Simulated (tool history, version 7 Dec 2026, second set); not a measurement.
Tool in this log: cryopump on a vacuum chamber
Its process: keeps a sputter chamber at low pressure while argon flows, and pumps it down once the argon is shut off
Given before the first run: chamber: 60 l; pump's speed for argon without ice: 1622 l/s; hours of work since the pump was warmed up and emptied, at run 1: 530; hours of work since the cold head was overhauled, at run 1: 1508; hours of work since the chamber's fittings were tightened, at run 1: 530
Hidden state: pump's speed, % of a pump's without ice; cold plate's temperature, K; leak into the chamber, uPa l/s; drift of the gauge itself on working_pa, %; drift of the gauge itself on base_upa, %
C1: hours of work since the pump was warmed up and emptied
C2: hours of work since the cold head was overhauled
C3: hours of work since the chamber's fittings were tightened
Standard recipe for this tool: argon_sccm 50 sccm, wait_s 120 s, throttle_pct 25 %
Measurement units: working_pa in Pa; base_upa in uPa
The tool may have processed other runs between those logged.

Run 1, hour 0: usual settings; C1 530; C2 1508; C3 530. Result: working_pa 0.2174 Pa, base_upa 1.3 uPa.
Run 2, hour 68.5: usual settings; C1 569; C2 1547; C3 569. Result: working_pa 0.2182 Pa, base_upa 1.31 uPa.
Run 3, hour 160: usual settings; C1 621; C2 1599; C3 621. Result: working_pa 0.2194 Pa, base_upa 1.42 uPa.
Run 4, hour 259.7: usual settings; C1 678; C2 1656; C3 678. Result: working_pa 0.2215 Pa, base_upa 1.57 uPa.
Run 5, hour 359.8: usual settings; C1 735; C2 1713; C3 735. Result: working_pa 0.2225 Pa, base_upa 1.71 uPa.
Run 6, hour 416.9: usual settings; C1 767; C2 1745; C3 767. Result: working_pa 0.2215 Pa, base_upa 1.71 uPa.
Run 7, hour 514.5: usual settings; C1 823; C2 1800; C3 823. Result: working_pa 0.2233 Pa, base_upa 1.82 uPa.
Run 8, hour 569.5: usual settings; C1 854; C2 1832; C3 854. Result: working_pa 0.2268 Pa, base_upa 1.95 uPa.
Run 9, hour 630.1: usual settings but wait_s 102 s, throttle_pct 32 %; C1 889; C2 1866; C3 889. Result: working_pa 0.1809 Pa, base_upa 2.06 uPa.
Run 10, hour 726.1: usual settings but wait_s 102 s, throttle_pct 32 %; C1 943; C2 1921; C3 943. Result: working_pa 0.1809 Pa, base_upa 2.17 uPa.
At hour 766: pump warmed up, emptied and cooled again.
Run 11, hour 799.9: usual settings but wait_s 225 s, throttle_pct 32 %; C1 19; C2 1960; C3 982. Result: working_pa 0.1644 Pa, base_upa 1.62 uPa.
Run 12, hour 846.5: usual settings but wait_s 134 s, throttle_pct 36 %; C1 46; C2 1986; C3 1009. Result: working_pa 0.1473 Pa, base_upa 1.8 uPa.
Run 13, hour 910.4: usual settings but argon_sccm 34 sccm, wait_s 29 s, throttle_pct 39 %; C1 82; C2 2023; C3 1045. Result: working_pa 0.0936 Pa, base_upa 2.59 uPa.
Run 14, hour 955.8: usual settings but argon_sccm 83 sccm, wait_s 105 s, throttle_pct 23 %; C1 108; C2 2048; C3 1071. Result: working_pa 0.3798 Pa, base_upa 1.96 uPa.

Run 15, settings as shown, results not yet in. Your forecast:
Run 15, hour 1052.3: usual settings but argon_sccm 83 sccm, wait_s 105 s, throttle_pct 23 %; C1 163; C2 2103; C3 1126. Result: working_pa ?, base_upa ?.

working_pa: 0.3822 Pa
base_upa: 2.06 uPa
With the hidden condition absent and the run-to-run variation left alone, this run would have shown working_pa 0.375 Pa, base_upa 0.45 uPa.
